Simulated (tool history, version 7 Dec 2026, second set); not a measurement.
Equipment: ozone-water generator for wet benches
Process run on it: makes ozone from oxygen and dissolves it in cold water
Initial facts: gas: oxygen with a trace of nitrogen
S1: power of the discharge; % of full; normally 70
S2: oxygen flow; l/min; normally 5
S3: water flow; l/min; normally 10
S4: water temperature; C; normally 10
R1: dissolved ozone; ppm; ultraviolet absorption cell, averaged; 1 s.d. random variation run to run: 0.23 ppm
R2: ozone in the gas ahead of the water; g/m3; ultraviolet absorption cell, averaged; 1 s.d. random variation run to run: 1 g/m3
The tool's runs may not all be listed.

Run 1, hour 0: usual settings. Result: R1 32.1 ppm, R2 169.5 g/m3.
Run 2, hour 74.7: usual settings. Result: R1 31.8 ppm, R2 170.4 g/m3.
Run 3, hour 132.3: usual settings but S2 8.57 l/min. Result: R1 29.6 ppm, R2 128.8 g/m3.
Run 4, hour 188.4: usual settings but S2 8.57 l/min, S4 12 C. Result: R1 28.8 ppm, R2 129.5 g/m3.
Run 5, hour 250.5: usual settings. Result: R1 31.9 ppm, R2 167.6 g/m3.
Run 6, hour 287.7: usual settings. Result: R1 31.8 ppm, R2 170.5 g/m3.
Run 7, hour 329.3: usual settings. Result: R1 31.8 ppm, R2 169.6 g/m3.
Run 8, hour 377.8: usual settings. Result: R1 31.5 ppm, R2 167.3 g/m3.
Run 9, hour 452: usual settings. Result: R1 31.7 ppm, R2 168 g/m3.
Run 10, hour 510.8: usual settings. Result: R1 31.7 ppm, R2 168.1 g/m3.
Run 11, hour 571.3: usual settings but S3 7 l/min. Result: R1 39.1 ppm, R2 168.5 g/m3.
Run 12, hour 647.9: usual settings but S3 7 l/min. Result: R1 38.5 ppm, R2 167.5 g/m3.
Run 13, hour 711.1: usual settings but S3 7 l/min. Result: R1 39.3 ppm, R2 169.2 g/m3.
Run 14, hour 751.8: usual settings but S1 54 % of full, S3 7 l/min. Result: R1 34.1 ppm, R2 146.5 g/m3.
Run 15, hour 804.4: usual settings but S1 54 % of full, S3 7 l/min. Result: R1 33.8 ppm, R2 146.7 g/m3.
Run 16, hour 890.3: usual settings but S1 54 % of full, S3 7 l/min. Result: R1 33.6 ppm, R2 147.1 g/m3.
Run 17, hour 926.6: usual settings but S1 54 % of full, S3 7 l/min. Result: R1 34.4 ppm, R2 147.9 g/m3.
Run 18, hour 987.2: usual settings but S1 51 % of full, S2 8.55 l/min, S4 7 C. Result: R1 26.7 ppm, R2 109.2 g/m3.
At hour 1027.5: water thermometer calibrated.
Run 19, hour 1066.9: usual settings but S1 47 % of full, S2 3.31 l/min, S3 6 l/min. Result: R1 35.8 ppm, R2 169.3 g/m3.
Run 20, hour 1147.6: usual settings but S1 74 % of full, S4 5 C. Result: R1 34.7 ppm, R2 172.8 g/m3.
Run 21, hour 1218.2: usual settings but S1 74 % of full, S2 6.95 l/min, S3 15 l/min, S4 5 C. Result: R1 25.7 ppm, R2 145.1 g/m3.
Run 22, hour 1282.1: usual settings but S1 74 % of full, S2 6.95 l/min, S3 9 l/min, S4 5 C. Result: R1 36.1 ppm, R2 144.7 g/m3.
At hour 1288.1: water thermometer calibrated, once more.
Run 23, hour 1360: usual settings but S1 74 % of full, S2 6.95 l/min, S3 9 l/min, S4 5 C. Result: R1 36.5 ppm, R2 145.2 g/m3.
Run 24, hour 1397: usual settings but S1 86 % of full, S2 6.95 l/min, S3 9 l/min, S4 12 C. Result: R1 34.1 ppm, R2 156.3 g/m3.
Run 25, hour 1461.8: usual settings but S1 64 % of full, S2 5.91 l/min, S4 16 C. Result: R1 25.8 ppm, R2 144.5 g/m3.
Run 26, hour 1507.3: usual settings but S1 64 % of full, S2 5.91 l/min, S4 16 C. Result: R1 25.8 ppm, R2 145.9 g/m3.
Run 27, hour 1551: usual settings but S1 48 % of full, S2 8 l/min, S4 6 C. Result: R1 26.6 ppm, R2 107.6 g/m3.
Run 28, hour 1610.3: usual settings but S1 48 % of full, S2 8 l/min, S4 6 C. Result: R1 26.4 ppm, R2 107.3 g/m3.
Run 29, hour 1647: usual settings but S1 41 % of full, S2 8 l/min, S4 5 C. Result: R1 24.6 ppm, R2 100.6 g/m3.
Run 30, hour 1718.7: usual settings but S1 41 % of full, S2 7.42 l/min, S4 5 C. Result: R1 25 ppm, R2 103.4 g/m3.
Run 31, hour 1775.1: usual settings but S2 5.12 l/min, S3 7 l/min, S4 6 C. Result: R1 41.3 ppm, R2 162.1 g/m3.
Run 32, hour 1831.8: usual settings but S2 5.12 l/min, S3 7 l/min, S4 6 C. Result: R1 41.4 ppm, R2 163.1 g/m3.

5 ways to go on from here, each from the tool as it stands after run 32. What would each give?
Run A, hour 1866.8: usual settings but S1 54 % of full. Result: R1 ?, R2 ?.
Run B, hour 1866.8: usual settings but S1 83 % of full, S3 6 l/min, S4 12 C. Result: R1 ?, R2 ?.
Run C, hour 1866.8: usual settings but S1 54 % of full, S2 5.12 l/min, S3 7 l/min. Result: R1 ?, R2 ?.
Run D, hour 1866.8: usual settings but S2 5.12 l/min, S3 8 l/min, S4 6 C. Result: R1 ?, R2 ?.
Run E, hour 1866.8: usual settings but S4 6 C. Result: R1 ?, R2 ?.

run    R1     R2
  A  26.6  145.7
  B    43  181.2
  C  33.3  143.3
  D  38.1  163.5
  E    33  164.4
Without the tool's unlogged condition, the same runs would have read:
run    R1     R2
  A  29.2  154.8
  B  47.4  195.6
  C  36.2  152.3
  D    42  175.3
  E  36.5  176.4
